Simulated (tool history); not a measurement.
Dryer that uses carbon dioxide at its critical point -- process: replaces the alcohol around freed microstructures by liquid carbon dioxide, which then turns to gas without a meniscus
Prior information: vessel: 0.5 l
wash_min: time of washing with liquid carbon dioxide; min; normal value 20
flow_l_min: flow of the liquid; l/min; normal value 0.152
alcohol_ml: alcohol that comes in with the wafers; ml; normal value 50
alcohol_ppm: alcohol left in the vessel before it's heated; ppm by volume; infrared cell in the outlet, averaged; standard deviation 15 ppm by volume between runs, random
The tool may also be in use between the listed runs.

run,hour,wash_min,flow_l_min,alcohol_ml,alcohol_ppm
1,0.0,20,0.152,50,1335
2,19.4,20,0.152,50,1365
3,34.7,20,0.112,50,4390
4,54.1,20,0.152,50,1426
5,75.1,20,0.152,50,1404
6,84.2,20,0.152,50,1411
7,103.6,20,0.152,50,1432
8,124.0,20,0.256,50,130
9,145.8,20,0.256,50,131
10,158.7,20,0.256,50,141
11,174.6,20,0.256,50,135
12,189.2,20,0.152,50,1540
13,209.4,26,0.152,50,506
14,222.0,26,0.235,50,90
15,238.0,26,0.169,50,302
16,257.6,26,0.169,50,317
17,268.1,26,0.169,50,327
18,281.7,14,0.097,21,7163
# hour 296.5: inlet filter changed
19,298.7,14,0.113,29,5617
20,320.4,20,0.152,85,1827
21,339.5,25,0.133,75,1120
22,351.0,13,0.152,75,7724
23,372.4,25,0.152,75,589
24,392.9,29,0.189,101,150
25,405.9,29,0.189,101,153
26,425.0,27,0.185,54,159

Alternative continuations, all from the tool just after run 26; predict every row:
A,442.7,20,0.109,31,?
B,442.7,22,0.185,61,?
C,442.7,17,0.223,40,?
D,442.7,27,0.108,54,?

run,alcohol_ppm
A,2764
B,376
C,352
D,1710
With the hidden condition removed and each run's random variation left untouched, the same runs would have given:
run,alcohol_ppm
A,2422
B,230
C,213
D,1415
